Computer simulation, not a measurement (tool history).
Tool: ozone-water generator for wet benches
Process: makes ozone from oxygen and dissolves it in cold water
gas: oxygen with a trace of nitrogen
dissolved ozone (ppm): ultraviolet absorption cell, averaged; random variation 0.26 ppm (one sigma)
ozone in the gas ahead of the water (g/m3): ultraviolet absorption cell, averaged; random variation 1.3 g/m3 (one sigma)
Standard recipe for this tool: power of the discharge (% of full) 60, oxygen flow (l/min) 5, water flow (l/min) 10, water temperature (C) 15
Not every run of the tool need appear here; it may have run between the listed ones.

run    hour  power of the discharge (% of full)  oxygen flow (l/min)  water flow (l/min)  water temperature (C)  dissolved ozone (ppm)  ozone in the gas ahead of the water (g/m3)
  1       0                                  60                    5                  10                     15                   36.2                                         214
  2    39.4                                  60                    5                  10                     15                   35.8                                       212.5
  3    73.1                                  60                    5                  10                     15                   36.4                                       211.2
  4    96.2                                  60                    5                  10                      7                   41.2                                       212.1
  5   143.4                                  60                    5                  10                      7                   41.3                                         210
  6   170.4                                  60                    5                  10                      7                   41.5                                       211.9
  7   203.1                                  54                    5                  10                     15                     33                                       196.2
  8   231.4                                  54                    5                  10                     15                   33.3                                       194.7
  9   275.4                                  54                    5                  10                     15                   32.8                                       195.1
 10     314                                  54                    5                  10                     15                     33                                       194.4
 11   343.2                                  60                    5                   8                     15                   40.5                                       210.5
 12   365.8                                  60                    5                  10                     15                   35.5                                       210.1
 13   397.6                                  60                    5                  10                     15                   35.7                                       209.9
 14   433.2                                  60                    5                  10                     15                     36                                       209.5
 15   478.3                                  54                    5                  10                     15                   32.5                                       192.2
 16   522.1                                  54                    5                   7                     15                   40.1                                       192.4
      526.6  -- water thermometer calibrated
 17     548                                  60                    9                  10                     15                   29.5                                       141.1
 18   578.5                                  74                    5                   8                      7                   54.6                                       245.4
 19   622.4                                  74                    5                   8                      7                   54.6                                       242.3
 20   649.7                                  74                 3.61                   7                     14                   56.7                                       300.8
 21   684.4                                  74                 3.61                  16                     14                   30.9                                       302.5
      687.2  -- water thermometer calibrated, once more
 22   719.4                                  60                    5                  15                     15                   26.3                                       208.3
 23   751.5                                  51                 3.13                  14                     15                   26.1                                       247.6
 24   794.9                                  51                 3.13                   6                     17                   45.2                                       246.5
 25   830.6                                  51                 3.13                   6                     17                   45.2                                         250
 26   871.5                                  79                 3.52                  10                      8                   50.5                                       317.7
 27   895.1                                  80                    5                  10                     15                   42.9                                         257
 28   927.5                                  60                    5                  12                     15                   30.8                                       204.5
 29     960                                  60                    5                  12                     15                   30.8                                         206
 30   994.1                                  60                 8.48                  12                     15                   26.9                                       143.6
 31  1025.6                                  43                  5.3                  12                      8                   26.9                                       153.7
 32  1072.4                                  43                 5.81                  14                     14                     21                                       144.3

Measured minus without-hidden-state, run by run (identical run-to-run variation in each term; gauge scatter may differ):
Hidden state at play: yield of the discharge, % of new electrodes'; contactor's efficiency, % of a clean one's; true water temperature over the reading, C; drift of the gauge itself on ozone_ppm, %; drift of the gauge itself on gas_g_m3, %.
run  dissolved ozone (ppm)  ozone in the gas ahead of the water (g/m3)
  1                     -3                                       -16.4
  2                     -3                                       -16.6
  3                   -3.1                                       -16.8
  4                   -3.6                                       -17.1
  5                   -3.7                                       -17.4
  6                   -3.8                                       -17.8
  7                   -2.8                                         -15
  8                   -2.8                                       -15.1
  9                   -2.9                                       -15.6
 10                     -3                                       -15.7
 11                     -4                                       -19.2
 12                   -3.5                                       -19.5
 13                   -3.6                                       -19.8
 14                   -3.7                                         -20
 15                   -3.2                                       -16.8
 16                   -3.8                                       -17.2
 17                   -3.3                                       -14.1
 18                   -7.2                                         -30
 19                   -7.3                                       -30.3
 20                   -7.7                                       -37.8
 21                   -4.3                                       -38.7
 22                   -3.2                                       -22.5
 23                   -2.7                                         -23
 24                   -4.7                                       -23.5
 25                   -4.7                                         -24
 26                     -8                                       -46.2
 27                   -6.9                                       -38.2
 28                     -4                                       -24.1
 29                   -4.1                                       -24.5
 30                   -3.6                                       -17.2
 31                   -2.6                                         -13
 32                   -2.1                                       -12.4
